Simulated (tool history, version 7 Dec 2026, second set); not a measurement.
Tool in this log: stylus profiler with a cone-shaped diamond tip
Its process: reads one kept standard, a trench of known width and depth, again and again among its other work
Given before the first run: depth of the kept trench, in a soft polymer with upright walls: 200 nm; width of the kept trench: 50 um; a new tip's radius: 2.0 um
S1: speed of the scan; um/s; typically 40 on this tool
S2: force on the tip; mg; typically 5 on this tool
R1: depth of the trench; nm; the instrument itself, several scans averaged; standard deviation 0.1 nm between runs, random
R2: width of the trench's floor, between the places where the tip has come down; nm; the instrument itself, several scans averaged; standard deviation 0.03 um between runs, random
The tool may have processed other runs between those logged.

Run 1, hour 0: usual settings. Result: R1 201.44 nm, R2 48130 nm.
Run 2, hour 10.6: usual settings. Result: R1 201.7 nm, R2 48170 nm.
Run 3, hour 24.9: usual settings. Result: R1 201.83 nm, R2 48080 nm.
Run 4, hour 42.1: usual settings. Result: R1 201.77 nm, R2 48080 nm.
Run 5, hour 55.3: usual settings but S1 37 um/s. Result: R1 201.55 nm, R2 48120 nm.
Run 6, hour 64.7: usual settings but S1 37 um/s. Result: R1 201.6 nm, R2 48070 nm.
Run 7, hour 79.5: usual settings but S1 37 um/s. Result: R1 201.79 nm, R2 48140 nm.
Run 8, hour 87.7: usual settings but S1 156 um/s. Result: R1 201.67 nm, R2 47760 nm.
Run 9, hour 97.7: usual settings but S1 156 um/s. Result: R1 201.63 nm, R2 47860 nm.
Run 10, hour 112.9: usual settings but S1 156 um/s. Result: R1 201.77 nm, R2 47810 nm.
Run 11, hour 127.6: usual settings. Result: R1 201.69 nm, R2 48050 nm.
Run 12, hour 136.9: usual settings but S2 3.89 mg. Result: R1 201.35 nm, R2 48070 nm.
At hour 138.9: height scale calibrated on a step standard.
Run 13, hour 155.9: usual settings but S2 3.89 mg. Result: R1 201.27 nm, R2 48030 nm.
Run 14, hour 167.1: usual settings but S2 3.89 mg. Result: R1 201.35 nm, R2 48040 nm.
Run 15, hour 183.7: usual settings but S2 3.89 mg. Result: R1 201.32 nm, R2 48050 nm.
Run 16, hour 198.9: usual settings but S1 25 um/s, S2 13.64 mg. Result: R1 203.26 nm, R2 48130 nm.
Run 17, hour 207.2: usual settings but S1 33 um/s, S2 13.64 mg. Result: R1 203.21 nm, R2 48120 nm.
Run 18, hour 221.1: usual settings but S1 33 um/s, S2 13.64 mg. Result: R1 203.39 nm, R2 48130 nm.
Run 19, hour 236.1: usual settings but S1 25 um/s, S2 4.33 mg. Result: R1 201.51 nm, R2 48080 nm.
At hour 254.4: height scale calibrated on a step standard, once more.
Run 20, hour 254.5: usual settings but S1 15 um/s, S2 11.39 mg. Result: R1 202.99 nm, R2 48060 nm.
Run 21, hour 264.4: usual settings but S1 15 um/s, S2 11.39 mg. Result: R1 203.28 nm, R2 48100 nm.
Run 22, hour 278.1: usual settings but S1 128 um/s, S2 9.13 mg. Result: R1 202.83 nm, R2 47880 nm.
Run 23, hour 286.6: usual settings but S1 128 um/s, S2 9.13 mg. Result: R1 202.72 nm, R2 47890 nm.
Run 24, hour 296.5: usual settings but S1 128 um/s, S2 9.13 mg. Result: R1 202.98 nm, R2 47880 nm.
Run 25, hour 311.3: usual settings but S1 19 um/s, S2 2.88 mg. Result: R1 201.31 nm, R2 48070 nm.
Run 26, hour 328.6: usual settings but S1 151 um/s, S2 1.88 mg. Result: R1 201.03 nm, R2 47550 nm.
Run 27, hour 340.8: usual settings but S1 151 um/s, S2 1.88 mg. Result: R1 200.84 nm, R2 47580 nm.
Run 28, hour 349.6: usual settings but S1 51 um/s, S2 9.56 mg. Result: R1 202.75 nm, R2 48020 nm.
Run 29, hour 357.9: usual settings but S1 35 um/s, S2 13.31 mg. Result: R1 203.43 nm, R2 48020 nm.

Alternative continuations, all from the tool just after run 29; predict every row:
Run A, hour 371.8: usual settings but S1 35 um/s, S2 2.67 mg. Result: R1 ?, R2 ?.
Run B, hour 371.8: usual settings but S1 39 um/s, S2 10.55 mg. Result: R1 ?, R2 ?.
Run C, hour 371.8: usual settings but S1 30 um/s, S2 10.89 mg. Result: R1 ?, R2 ?.
Run D, hour 371.8: usual settings but S1 61 um/s, S2 3.77 mg. Result: R1 ?, R2 ?.
Run E, hour 371.8: usual settings but S1 21 um/s, S2 2.63 mg. Result: R1 ?, R2 ?.

run      R1     R2
  A  201.01  47950
  B  203.17  48010
  C  202.91  48040
  D  201.43  47930
  E  201.26  48000
Had the tool no hidden state, the same runs would have come out as:
run      R1     R2
  A  201.04  48130
  B  203.19  48190
  C  202.93  48220
  D  201.45  48110
  E  201.28  48180
